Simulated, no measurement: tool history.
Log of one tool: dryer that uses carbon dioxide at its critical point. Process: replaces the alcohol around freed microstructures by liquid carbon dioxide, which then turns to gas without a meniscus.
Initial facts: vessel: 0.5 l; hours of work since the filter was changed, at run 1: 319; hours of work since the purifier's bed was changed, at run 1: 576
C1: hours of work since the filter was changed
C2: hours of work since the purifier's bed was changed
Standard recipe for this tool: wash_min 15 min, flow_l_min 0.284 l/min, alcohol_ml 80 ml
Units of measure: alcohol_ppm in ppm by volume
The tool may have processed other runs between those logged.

Run 1, day 0: usual settings; C1 319; C2 576. Result: alcohol_ppm 285 ppm by volume.
Run 2, day 2.683: usual settings; C1 357; C2 614. Result: alcohol_ppm 307 ppm by volume.
At day 5.154: inlet filter changed.
Run 3, day 5.154: usual settings; C1 0; C2 648. Result: alcohol_ppm 191 ppm by volume.
Run 4, day 6.621: usual settings; C1 21; C2 669. Result: alcohol_ppm 202 ppm by volume.
At day 8.212: purifier's bed changed.
Run 5, day 9.025: usual settings; C1 52; C2 11. Result: alcohol_ppm 118 ppm by volume.
Run 6, day 10.675: usual settings; C1 76; C2 34. Result: alcohol_ppm 120 ppm by volume.
Run 7, day 12.325: usual settings but alcohol_ml 75 ml; C1 99; C2 58. Result: alcohol_ppm 139 ppm by volume.
Run 8, day 14.929: usual settings but wash_min 11 min, alcohol_ml 25 ml; C1 135; C2 94. Result: alcohol_ppm 294 ppm by volume.
Run 9, day 16.983: usual settings but wash_min 11 min, flow_l_min 0.218 l/min, alcohol_ml 43 ml; C1 164; C2 123. Result: alcohol_ppm 1600 ppm by volume.
Run 10, day 18.833: usual settings but wash_min 11 min, flow_l_min 0.193 l/min, alcohol_ml 25 ml; C1 190; C2 149. Result: alcohol_ppm 1427 ppm by volume.
Run 11, day 21.562: usual settings but wash_min 12 min; C1 228; C2 187. Result: alcohol_ppm 692 ppm by volume.
Run 12, day 24.258: usual settings but wash_min 19 min, flow_l_min 0.421 l/min, alcohol_ml 63 ml; C1 266; C2 225. Result: alcohol_ppm 46 ppm by volume.
Run 13, day 26.612: usual settings but wash_min 20 min, flow_l_min 0.361 l/min; C1 299; C2 258. Result: alcohol_ppm 54 ppm by volume.

How the hidden state differs across the entries between the runs, from the last listed run before each to the first after it:
After run 2, before run 3: inlet filter changed (day 5.154)
  flow that reaches the vessel past the clogged filter, %: 87.2 -> 98.9; alcohol in the recycled carbon dioxide, ppm: 99.9 -> 105
  what was measured, less what the result would be without the hidden state, alcohol_ppm: +228 -> +107 ppm by volume
After run 4, before run 5: purifier's bed changed (day 8.212)
  flow that reaches the vessel past the clogged filter, %: 98.2 -> 96.9; alcohol in the recycled carbon dioxide, ppm: 108.7 -> 8
  what was measured, less what the result would be without the hidden state, alcohol_ppm: +116 -> +25 ppm by volume

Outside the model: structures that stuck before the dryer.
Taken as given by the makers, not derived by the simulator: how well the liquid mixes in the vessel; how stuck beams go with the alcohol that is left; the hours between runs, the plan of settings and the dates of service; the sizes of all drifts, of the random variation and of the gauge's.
